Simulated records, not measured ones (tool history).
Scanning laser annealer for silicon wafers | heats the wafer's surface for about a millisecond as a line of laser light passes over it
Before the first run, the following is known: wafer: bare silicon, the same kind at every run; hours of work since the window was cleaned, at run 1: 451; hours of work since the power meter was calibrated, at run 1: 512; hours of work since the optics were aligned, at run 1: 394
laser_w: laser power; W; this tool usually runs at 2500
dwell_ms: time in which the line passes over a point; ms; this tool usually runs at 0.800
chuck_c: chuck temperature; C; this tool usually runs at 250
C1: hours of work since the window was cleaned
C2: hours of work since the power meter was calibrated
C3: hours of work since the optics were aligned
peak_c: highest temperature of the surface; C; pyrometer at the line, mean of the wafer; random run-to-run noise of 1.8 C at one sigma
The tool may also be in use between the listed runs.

run 1 day=0.000 | laser_w=2500 dwell_ms=0.800 chuck_c=250 | C1=451 C2=512 C3=394 | peak_c=929
run 2 day=1.775 | laser_w=2500 dwell_ms=0.800 chuck_c=250 | C1=472 C2=533 C3=415 | peak_c=927
run 3 day=4.442 | laser_w=2500 dwell_ms=0.800 chuck_c=250 | C1=504 C2=565 C3=447 | peak_c=923
-- day=6.108 window over the wafer cleaned
run 4 day=6.454 | laser_w=2500 dwell_ms=0.800 chuck_c=248 | C1=4 C2=587 C3=470 | peak_c=973
run 5 day=9.833 | laser_w=2500 dwell_ms=0.800 chuck_c=250 | C1=44 C2=628 C3=510 | peak_c=969
run 6 day=11.592 | laser_w=2500 dwell_ms=0.800 chuck_c=250 | C1=65 C2=649 C3=531 | peak_c=967
run 7 day=14.575 | laser_w=2369 dwell_ms=0.800 chuck_c=250 | C1=101 C2=684 C3=566 | peak_c=916
run 8 day=17.238 | laser_w=2369 dwell_ms=0.800 chuck_c=250 | C1=132 C2=716 C3=598 | peak_c=914
run 9 day=20.512 | laser_w=2369 dwell_ms=0.800 chuck_c=250 | C1=171 C2=755 C3=637 | peak_c=907
run 10 day=23.371 | laser_w=2369 dwell_ms=0.800 chuck_c=250 | C1=205 C2=789 C3=671 | peak_c=908
run 11 day=25.967 | laser_w=2369 dwell_ms=0.800 chuck_c=250 | C1=236 C2=820 C3=702 | peak_c=907
run 12 day=28.492 | laser_w=2369 dwell_ms=0.800 chuck_c=250 | C1=266 C2=850 C3=732 | peak_c=898
run 13 day=30.929 | laser_w=2369 dwell_ms=0.800 chuck_c=250 | C1=295 C2=879 C3=761 | peak_c=896
run 14 day=32.333 | laser_w=2369 dwell_ms=0.800 chuck_c=250 | C1=312 C2=895 C3=778 | peak_c=894
run 15 day=34.067 | laser_w=2369 dwell_ms=0.800 chuck_c=250 | C1=333 C2=916 C3=798 | peak_c=893
run 16 day=36.667 | laser_w=2369 dwell_ms=0.800 chuck_c=250 | C1=364 C2=947 C3=829 | peak_c=892
run 17 day=39.421 | laser_w=2500 dwell_ms=0.800 chuck_c=227 | C1=396 C2=980 C3=862 | peak_c=910
run 18 day=42.679 | laser_w=2500 dwell_ms=0.800 chuck_c=270 | C1=435 C2=1018 C3=901 | peak_c=949
run 19 day=44.746 | laser_w=2200 dwell_ms=0.800 chuck_c=250 | C1=460 C2=1043 C3=925 | peak_c=822
run 20 day=46.171 | laser_w=2198 dwell_ms=0.667 chuck_c=227 | C1=477 C2=1060 C3=942 | peak_c=751
run 21 day=48.338 | laser_w=2198 dwell_ms=0.667 chuck_c=227 | C1=502 C2=1086 C3=968 | peak_c=750
-- day=50.025 window over the wafer cleaned
run 22 day=51.592 | laser_w=2198 dwell_ms=0.667 chuck_c=227 | C1=19 C2=1124 C3=1006 | peak_c=786
run 23 day=54.821 | laser_w=2497 dwell_ms=0.838 chuck_c=221 | C1=57 C2=1162 C3=1044 | peak_c=950
run 24 day=58.017 | laser_w=2497 dwell_ms=0.838 chuck_c=221 | C1=95 C2=1200 C3=1082 | peak_c=944
run 25 day=60.975 | laser_w=2205 dwell_ms=0.838 chuck_c=225 | C1=130 C2=1235 C3=1117 | peak_c=840
run 26 day=63.300 | laser_w=2143 dwell_ms=0.873 chuck_c=250 | C1=158 C2=1263 C3=1145 | peak_c=848
run 27 day=66.596 | laser_w=2143 dwell_ms=0.852 chuck_c=263 | C1=197 C2=1302 C3=1184 | peak_c=852
run 28 day=68.879 | laser_w=2190 dwell_ms=0.855 chuck_c=286 | C1=224 C2=1329 C3=1211 | peak_c=889

Table of differences, measured result less the result of that run with no hidden state. Run-to-run variation is the same in both. Gauge scatter possibly is not:
The hidden state here: light that passes the window, % of a clean one's; laser's true power over the reading, %; width of the line over the set one, %; drift of the gauge itself on peak_c, C.
run=1 peak_c=-49
run=2 peak_c=-51
run=3 peak_c=-55
run=4 peak_c=-3
run=5 peak_c=-7
run=6 peak_c=-9
run=7 peak_c=-12
run=8 peak_c=-15
run=9 peak_c=-19
run=10 peak_c=-22
run=11 peak_c=-25
run=12 peak_c=-29
run=13 peak_c=-31
run=14 peak_c=-33
run=15 peak_c=-35
run=16 peak_c=-38
run=17 peak_c=-44
run=18 peak_c=-48
run=19 peak_c=-43
run=20 peak_c=-41
run=21 peak_c=-42
run=22 peak_c=-7
run=23 peak_c=-14
run=24 peak_c=-18
run=25 peak_c=-18
run=26 peak_c=-20
run=27 peak_c=-24
run=28 peak_c=-27
